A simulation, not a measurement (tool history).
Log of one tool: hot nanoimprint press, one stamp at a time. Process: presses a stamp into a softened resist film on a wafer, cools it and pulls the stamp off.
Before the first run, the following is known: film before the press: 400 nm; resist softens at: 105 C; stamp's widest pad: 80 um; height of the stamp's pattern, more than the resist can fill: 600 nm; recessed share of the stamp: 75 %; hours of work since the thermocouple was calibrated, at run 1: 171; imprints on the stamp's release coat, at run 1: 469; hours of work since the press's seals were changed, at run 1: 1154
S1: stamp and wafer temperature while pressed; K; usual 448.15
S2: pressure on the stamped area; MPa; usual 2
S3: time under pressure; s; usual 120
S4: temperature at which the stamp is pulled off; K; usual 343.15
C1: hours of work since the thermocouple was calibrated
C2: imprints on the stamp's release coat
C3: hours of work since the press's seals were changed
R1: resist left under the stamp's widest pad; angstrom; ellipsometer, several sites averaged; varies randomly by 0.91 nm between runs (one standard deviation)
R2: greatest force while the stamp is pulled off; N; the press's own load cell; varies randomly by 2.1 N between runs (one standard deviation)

run,day,S1,S2,S3,S4,C1,C2,C3,R1,R2
1,0,448.15,2,120,343.15,171,469,1154,1859,119
# day 0.921: press's hydraulic seals changed and the load cell set to zero
2,2.892,448.15,2,120,338.15,216,719,35,1871,144
3,4.821,448.15,2,120,343.15,250,907,69,1891,139
# day 5.583: stamp cleaned and given a new release coat
4,8.021,448.15,2,153,343.15,302,238,121,1739,118
5,9.821,448.15,1.55,153,343.15,334,414,153,1931,125
6,13.154,448.15,2,120,343.15,393,739,212,1943,135
# day 15.512: stamp cleaned and given a new release coat
7,17.442,443.15,2,120,343.15,464,188,283,2493,116
# day 17.917: plate thermocouple calibrated
8,20,448.15,2.89,120,343.15,37,426,326,1554,121
9,24.092,448.15,2,120,343.15,109,825,399,1856,140
# day 25.729: stamp cleaned and given a new release coat
10,26.496,448.15,2.14,120,343.15,147,75,437,1833,108
11,28.854,448.15,2.14,120,343.15,189,305,478,1837,117
12,31.638,448.15,2,120,343.15,238,577,528,1905,135
# day 35.692: stamp cleaned and given a new release coat
13,36.108,448.15,2,120,343.15,313,41,602,1934,113
14,39.725,448.15,2,120,343.15,377,394,666,1985,123
15,43.658,449.15,2.65,172,343.15,446,778,736,1472,139
# day 45.192: plate thermocouple calibrated
# day 45.783: stamp cleaned and given a new release coat
16,46.721,448.15,1.52,120,343.15,23,91,783,2004,111
17,50.675,448.15,1.29,148,334.15,93,478,853,2014,141
18,52.6,448.15,1.29,148,334.15,127,665,887,2031,154
19,54.996,444.15,1.29,148,334.15,169,899,930,2408,165
# day 55.8: stamp cleaned and given a new release coat
20,59.067,444.15,1.29,148,334.15,236,319,997,2457,137
21,62.342,448.15,1.59,120,337.15,294,639,1055,2082,144
# day 66: stamp cleaned and given a new release coat
22,66.425,445.15,1.59,72,337.15,362,42,1123,2783,116
# day 69.15: press's hydraulic seals changed and the load cell set to zero
23,69.875,437.15,1.36,135,341.15,417,346,13,3218,130
# day 72.975: plate thermocouple calibrated
24,73.762,439.15,1.44,228,349.15,14,713,79,2474,116
# day 76.442: stamp cleaned and given a new release coat
25,77.738,459.15,1.44,228,350.15,80,126,145,970,94
26,81.358,447.15,1.99,120,343.15,144,480,209,1943,123
27,84.358,447.15,1.99,120,343.15,197,773,262,1960,131
# day 86.542: stamp cleaned and given a new release coat
28,87.154,447.15,1.99,120,343.15,242,60,307,2009,112

Forecast each of these 3 alternatives for the next run:
A,89.35,439.15,1.99,127,343.15,281,274,346,?,?
B,89.35,447.15,1.99,232,343.15,281,274,346,?,?
C,89.35,448.15,1.31,120,343.15,281,274,346,?,?

run,R1,R2
A,2767,119
B,1575,122
C,2224,119
With the hidden condition removed and each run's random variation left untouched, the same runs would have given:
run,R1,R2
A,2595,105
B,1443,109
C,2074,105
